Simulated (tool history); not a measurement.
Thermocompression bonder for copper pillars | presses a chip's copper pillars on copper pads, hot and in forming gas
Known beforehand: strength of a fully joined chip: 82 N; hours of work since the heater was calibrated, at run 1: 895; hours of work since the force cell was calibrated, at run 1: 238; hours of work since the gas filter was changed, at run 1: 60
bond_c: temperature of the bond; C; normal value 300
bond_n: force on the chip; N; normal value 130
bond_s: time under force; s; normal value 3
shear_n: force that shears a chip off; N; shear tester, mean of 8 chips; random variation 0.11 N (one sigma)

| run | day | bond_c | bond_n | bond_s | hours of work since the heater was calibrated | hours of work since the force cell was calibrated | hours of work since the gas filter was changed | shear_n |
|---|---|---|---|---|---|---|---|---|
| 1 | 0 | 300 | 130 | 3 | 895 | 238 | 60 | 58 |
| 2 | 0.417 | 300 | 130 | 3 | 902 | 245 | 67 | 57.9 |
| 3 | 0.896 | 300 | 130 | 3 | 911 | 253 | 75 | 57.7 |
| 4 | 1.129 | 300 | 101 | 3 | 915 | 257 | 79 | 51.5 |
| 5 | 1.442 | 300 | 101 | 3 | 920 | 262 | 84 | 51.7 |
| 6 | 1.892 | 300 | 106 | 3 | 927 | 270 | 92 | 52.7 |
| 7 | 2.383 | 300 | 106 | 3 | 936 | 278 | 100 | 52.7 |
| 8 | 2.617 | 300 | 106 | 3 | 940 | 282 | 104 | 52.8 |
| 9 | 2.883 | 300 | 106 | 3 | 944 | 287 | 109 | 52.6 |
| 10 | 3.162 | 300 | 106 | 3 | 949 | 291 | 113 | 52.8 |
|  | 3.383 | heater calibrated with a thermocouple chip |
| 11 | 3.712 | 300 | 130 | 3 | 6 | 299 | 121 | 58.5 |
| 12 | 4.029 | 300 | 130 | 3 | 11 | 304 | 127 | 58.4 |
| 13 | 4.504 | 300 | 130 | 3 | 19 | 312 | 135 | 58.3 |
| 14 | 4.829 | 300 | 130 | 3 | 24 | 318 | 140 | 58.4 |
| 15 | 5.362 | 300 | 130 | 3 | 34 | 327 | 149 | 58.2 |
| 16 | 5.821 | 300 | 130 | 3 | 41 | 335 | 157 | 58.3 |
| 17 | 6.375 | 300 | 130 | 3 | 51 | 344 | 166 | 58 |
|  | 6.771 | forming gas filter changed |
| 18 | 6.871 | 271 | 130 | 3 | 59 | 352 | 2 | 48.1 |
| 19 | 7.112 | 271 | 130 | 3 | 63 | 356 | 6 | 48.1 |
| 20 | 7.625 | 300 | 130 | 4 | 71 | 365 | 14 | 63.2 |
| 21 | 7.996 | 295 | 130 | 2 | 78 | 371 | 21 | 51.4 |
| 22 | 8.371 | 315 | 101 | 6 | 84 | 378 | 27 | 68.1 |
| 23 | 8.754 | 326 | 130 | 8 | 90 | 384 | 34 | 76.9 |
| 24 | 9.033 | 326 | 130 | 8 | 95 | 389 | 38 | 76.8 |
| 25 | 9.262 | 326 | 130 | 8 | 99 | 393 | 42 | 76.8 |
| 26 | 9.696 | 300 | 79 | 5 | 106 | 400 | 49 | 54.4 |
| 27 | 10.079 | 321 | 171 | 8 | 113 | 406 | 56 | 78.7 |
| 28 | 10.321 | 279 | 171 | 8 | 117 | 411 | 60 | 70.6 |
| 29 | 10.675 | 280 | 135 | 8 | 123 | 416 | 66 | 65.9 |
| 30 | 11.117 | 276 | 135 | 8 | 130 | 424 | 73 | 64.6 |
| 31 | 11.654 | 327 | 130 | 6 | 140 | 433 | 83 | 74.5 |
| 32 | 12.025 | 329 | 115 | 2 | 146 | 439 | 89 | 59.7 |
| 33 | 12.4 | 285 | 141 | 9 | 152 | 446 | 95 | 69.7 |
| 34 | 12.771 | 285 | 141 | 9 | 158 | 452 | 101 | 69.6 |
| 35 | 13.292 | 300 | 130 | 5 | 167 | 461 | 110 | 65.5 |
| 36 | 13.842 | 316 | 130 | 3 | 177 | 470 | 120 | 63.7 |
| 37 | 14.171 | 316 | 130 | 3 | 182 | 476 | 125 | 63.6 |
| 38 | 14.604 | 318 | 80 | 8 | 189 | 483 | 132 | 66.6 |
| 39 | 15.062 | 326 | 183 | 9 | 197 | 491 | 140 | 79.2 |

Each row is a separate what-if for the run after 39, all from the same tool condition, not one after another. Results?
| A | 15.508 | 326 | 183 | 5 | 205 | 498 | 148 | ? |
| B | 15.508 | 296 | 156 | 3 | 205 | 498 | 148 | ? |
| C | 15.508 | 300 | 195 | 3 | 205 | 498 | 148 | ? |
| D | 15.508 | 271 | 163 | 4 | 205 | 498 | 148 | ? |

| run | shear_n |
|---|---|
| A | 76.5 |
| B | 60.9 |
| C | 67.2 |
| D | 56.7 |
Without the tool's unlogged condition, the same runs would have read:
| run | shear_n |
|---|---|
| A | 78 |
| B | 62.3 |
| C | 68.7 |
| D | 58.1 |

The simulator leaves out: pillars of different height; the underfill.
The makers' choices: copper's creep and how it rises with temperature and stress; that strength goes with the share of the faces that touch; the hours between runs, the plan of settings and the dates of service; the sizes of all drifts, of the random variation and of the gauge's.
